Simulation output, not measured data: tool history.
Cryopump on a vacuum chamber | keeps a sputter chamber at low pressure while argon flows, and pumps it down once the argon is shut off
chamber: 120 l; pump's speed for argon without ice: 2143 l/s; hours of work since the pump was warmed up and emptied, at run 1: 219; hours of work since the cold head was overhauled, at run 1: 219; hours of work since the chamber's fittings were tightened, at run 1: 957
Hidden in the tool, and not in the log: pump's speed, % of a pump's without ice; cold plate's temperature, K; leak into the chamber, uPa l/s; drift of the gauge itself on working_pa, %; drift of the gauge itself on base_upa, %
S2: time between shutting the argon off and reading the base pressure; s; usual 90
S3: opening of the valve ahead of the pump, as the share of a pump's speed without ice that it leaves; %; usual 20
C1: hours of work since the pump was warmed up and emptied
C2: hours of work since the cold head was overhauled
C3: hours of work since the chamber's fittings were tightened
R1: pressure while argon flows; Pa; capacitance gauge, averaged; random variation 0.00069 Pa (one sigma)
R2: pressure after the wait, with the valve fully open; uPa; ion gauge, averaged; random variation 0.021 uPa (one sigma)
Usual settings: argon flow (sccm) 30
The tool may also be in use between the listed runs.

Run 1, day 0.000: usual settings; C1 219; C2 219; C3 957. Result: R1 0.1213 Pa, R2 1.05 uPa.
Run 2, day 0.858: usual settings; C1 233; C2 233; C3 971. Result: R1 0.1215 Pa, R2 1.07 uPa.
Run 3, day 1.717: usual settings but S3 21 %; C1 246; C2 246; C3 984. Result: R1 0.1163 Pa, R2 1.07 uPa.
Run 4, day 2.600: usual settings but S3 21 %; C1 260; C2 260; C3 998. Result: R1 0.1152 Pa, R2 1.03 uPa.
Run 5, day 3.371: usual settings but S3 21 %; C1 273; C2 273; C3 1010. Result: R1 0.1162 Pa, R2 1.10 uPa.
Run 6, day 3.871: usual settings; C1 280; C2 280; C3 1018. Result: R1 0.1215 Pa, R2 1.14 uPa.
Run 7, day 4.788: usual settings but S3 25 %; C1 295; C2 295; C3 1033. Result: R1 0.0976 Pa, R2 1.08 uPa.
Run 8, day 5.838: usual settings but argon flow (sccm) 21, S2 117 s, S3 31 %; C1 312; C2 312; C3 1050. Result: R1 0.0556 Pa, R2 1.05 uPa.
Run 9, day 6.817: usual settings but S2 40 s, S3 15 %; C1 327; C2 327; C3 1065. Result: R1 0.1614 Pa, R2 1.42 uPa.

Forecast run 10:
Run 10, day 7.579: usual settings but argon flow (sccm) 27, S2 42 s, S3 15 %; C1 339; C2 339; C3 1077. Result: R1 ?, R2 ?.

Run 10 gave R1 0.1452 Pa, R2 1.33 uPa.
Without the tool's hidden state the same run would have given R1 0.1418 Pa, R2 0.51 uPa.

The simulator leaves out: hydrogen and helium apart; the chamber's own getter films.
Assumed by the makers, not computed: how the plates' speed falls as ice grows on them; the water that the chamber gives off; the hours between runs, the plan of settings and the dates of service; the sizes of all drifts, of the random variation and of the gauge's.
